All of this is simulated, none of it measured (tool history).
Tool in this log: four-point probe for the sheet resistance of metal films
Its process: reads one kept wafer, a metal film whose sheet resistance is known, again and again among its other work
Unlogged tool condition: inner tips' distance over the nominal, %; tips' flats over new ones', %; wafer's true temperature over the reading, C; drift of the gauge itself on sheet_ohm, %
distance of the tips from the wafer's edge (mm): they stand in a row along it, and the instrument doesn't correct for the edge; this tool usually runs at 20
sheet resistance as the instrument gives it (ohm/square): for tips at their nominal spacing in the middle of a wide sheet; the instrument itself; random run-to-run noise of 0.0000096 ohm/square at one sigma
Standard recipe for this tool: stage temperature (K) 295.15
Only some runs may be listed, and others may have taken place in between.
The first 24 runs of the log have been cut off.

run,hour,stage temperature (K),distance of the tips from the wafer's edge (mm),touches since the probe head was changed,hours of work since the stage's thermometer was calibrated,sheet resistance as the instrument gives it (ohm/square)
25,892.2,300.15,15,45572,609,0.048344
26,942.7,304.15,26,46650,629,0.048292
27,971.7,295.15,42,47270,641,0.048266
28,1018.1,292.15,5,48260,660,0.049257
29,1042.2,292.15,5,48776,670,0.049264
30,1079.7,306.15,4,49577,685,0.049837
31,1114.6,296.15,4,50321,699,0.049830
32,1161.7,298.15,6,51328,718,0.048972
33,1201.1,298.15,6,52168,734,0.048975

What if the next run were any one of these 5? Each begins from the tool's condition after run 33:
A,1248.2,295.15,46,53175,753,?
B,1248.2,302.15,6,53175,753,?
C,1248.2,303.15,23,53175,753,?
D,1248.2,300.15,10,53175,753,?
E,1248.2,292.15,21,53175,753,?

run,sheet resistance as the instrument gives it (ohm/square)
A,0.048277
B,0.048985
C,0.048308
D,0.048517
E,0.048317
Had the tool no hidden state, the same runs would have come out as:
run,sheet resistance as the instrument gives it (ohm/square)
A,0.047916
B,0.048619
C,0.047947
D,0.048154
E,0.047956
